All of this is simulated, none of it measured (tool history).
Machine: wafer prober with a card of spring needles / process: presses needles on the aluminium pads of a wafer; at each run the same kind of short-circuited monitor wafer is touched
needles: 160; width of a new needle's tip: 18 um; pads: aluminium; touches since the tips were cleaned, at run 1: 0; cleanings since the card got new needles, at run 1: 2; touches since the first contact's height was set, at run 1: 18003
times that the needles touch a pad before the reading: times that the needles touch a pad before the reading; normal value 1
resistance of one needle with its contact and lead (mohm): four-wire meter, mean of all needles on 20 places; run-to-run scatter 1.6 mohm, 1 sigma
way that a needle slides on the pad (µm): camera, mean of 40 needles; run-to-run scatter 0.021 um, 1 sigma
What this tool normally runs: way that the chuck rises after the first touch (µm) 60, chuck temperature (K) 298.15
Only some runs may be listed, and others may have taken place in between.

run   hour  way that the chuck rises after the first touch (µm)  chuck temperature (K)  times that the needles touch a pad before the reading  touches since the tips were cleaned  cleanings since the card got new needles  touches since the first contact's height was set  resistance of one needle with its contact and lead (mohm)  way that a needle slides on the pad (µm)
  1    0.0                                                   60                 298.15                                                      1                                    0                                         2                                             18003                                                        165                                     14.45
  2   12.8                                                   60                 298.15                                                      1                                 2746                                         2                                             20749                                                        204                                     14.47
  3   26.2                                                   60                 298.15                                                      1                                 5645                                         2                                             23648                                                        233                                     14.44
      38.9  -- tips cleaned on abrasive film
  4   40.1                                                   60                 298.15                                                      1                                  256                                         3                                             26613                                                        169                                     14.45
  5   46.9                                                   60                 319.15                                                      1                                 1711                                         3                                             28068                                                        195                                     14.43
  6   56.7                                                   60                 319.15                                                      1                                 3832                                         3                                             30189                                                        223                                     14.42
  7   64.0                                                   60                 319.15                                                      1                                 5393                                         3                                             31750                                                        236                                     14.45
      77.3  -- tips cleaned on abrasive film
  8   77.6                                                   60                 319.15                                                      1                                   74                                         4                                             34656                                                        172                                     14.41
  9   83.8                                                   60                 319.15                                                      1                                 1399                                         4                                             35981                                                        189                                     14.43
 10   97.1                                                   60                 319.15                                                      1                                 4256                                         4                                             38838                                                        222                                     14.43
 11  106.3                                                   60                 319.15                                                      1                                 6242                                         4                                             40824                                                        239                                     14.38
     116.3  -- tips cleaned on abrasive film
 12  120.7                                                   60                 319.15                                                      1                                  948                                         5                                             43896                                                        184                                     14.42
 13  134.7                                                   60                 320.15                                                      1                                 3964                                         5                                             46912                                                        221                                     14.41
 14  149.5                                                   60                 320.15                                                      1                                 7146                                         5                                             50094                                                        238                                     14.41
     154.9  -- tips cleaned on abrasive film
 15  163.3                                                   60                 368.15                                                      1                                 1804                                         6                                             53043                                                        204                                     14.38
 16  170.8                                                   60                 368.15                                                      1                                 3423                                         6                                             54662                                                        226                                     14.37
 17  185.3                                                   60                 368.15                                                      1                                 6538                                         6                                             57777                                                        245                                     14.33
     193.4  -- tips cleaned on abrasive film
 18  196.7                                                   78                 298.15                                                      1                                  706                                         7                                             60203                                                        171                                     18.71
 19  210.5                                                   50                 298.15                                                      2                                 3684                                         7                                             63181                                                        210                                     12.00
 20  220.5                                                   77                 314.15                                                      2                                 5824                                         7                                             65321                                                        185                                     18.45
 21  227.0                                                   77                 314.15                                                      2                                 7222                                         7                                             66719                                                        195                                     18.43
     232.4  -- tips cleaned on abrasive film
 22  235.4                                                   60                 344.15                                                      2                                  648                                         8                                             68510                                                        177                                     14.38
 23  242.3                                                   60                 344.15                                                      2                                 2125                                         8                                             69987                                                        193                                     14.34
 24  253.9                                                   41                 298.15                                                      2                                 4621                                         8                                             72483                                                        244                                      9.77
 25  261.1                                                   59                 298.15                                                      1                                 6187                                         8                                             74049                                                        241                                     14.10
 26  267.1                                                   52                 312.15                                                      1                                 7473                                         8                                             75335                                                        273                                     12.40
     270.7  -- tips cleaned on abrasive film
 27  280.3                                                   43                 302.15                                                      3                                 2063                                         9                                             78142                                                        190                                     10.24
 28  294.0                                                   75                 298.15                                                      2                                 5009                                         9                                             81088                                                        186                                     17.90
 29  308.5                                                   53                 324.15                                                      1                                 8145                                         9                                             84224                                                        274                                     12.68
     309.9  -- tips cleaned on abrasive film
 30  315.2                                                   70                 384.15                                                      1                                 1134                                        10                                             85632                                                        189                                     16.72
 31  326.7                                                   47                 310.15                                                      1                                 3620                                        10                                             88118                                                        254                                     11.19
 32  335.7                                                   50                 320.15                                                      1                                 5551                                        10                                             90049                                                        265                                     11.91
 33  347.2                                                   50                 320.15                                                      1                                 8014                                        10                                             92512                                                        287                                     11.91
     348.6  -- tips cleaned on abrasive film
 34  359.1                                                   50                 320.15                                                      1                                 2251                                        11                                             95047                                                        229                                     11.91

Had the tool no unlogged condition, and each run kept its random variation, what would the results have been?
Hidden state present: debris on the tips, nm; way that the needles fall short of the set height, um; tips' diameter, um; drift of the gauge itself on contact_mohm, %; drift of the gauge itself on scrub_um, %.
run  resistance of one needle with its contact and lead (mohm)  way that a needle slides on the pad (µm)
  1                                                        161                                     14.48
  2                                                        158                                     14.51
  3                                                        161                                     14.48
  4                                                        160                                     14.50
  5                                                        163                                     14.48
  6                                                        166                                     14.47
  7                                                        166                                     14.50
  8                                                        166                                     14.47
  9                                                        163                                     14.49
 10                                                        162                                     14.49
 11                                                        165                                     14.44
 12                                                        163                                     14.50
 13                                                        164                                     14.49
 14                                                        161                                     14.49
 15                                                        169                                     14.48
 16                                                        174                                     14.47
 17                                                        173                                     14.43
 18                                                        160                                     18.82
 19                                                        163                                     12.11
 20                                                        158                                     18.57
 21                                                        164                                     18.55
 22                                                        166                                     14.51
 23                                                        170                                     14.46
 24                                                        164                                      9.90
 25                                                        160                                     14.23
 26                                                        164                                     12.53
 27                                                        164                                     10.38
 28                                                        158                                     18.04
 29                                                        166                                     12.82
 30                                                        171                                     16.88
 31                                                        164                                     11.35
 32                                                        164                                     12.07
 33                                                        166                                     12.07
 34                                                        167                                     12.08
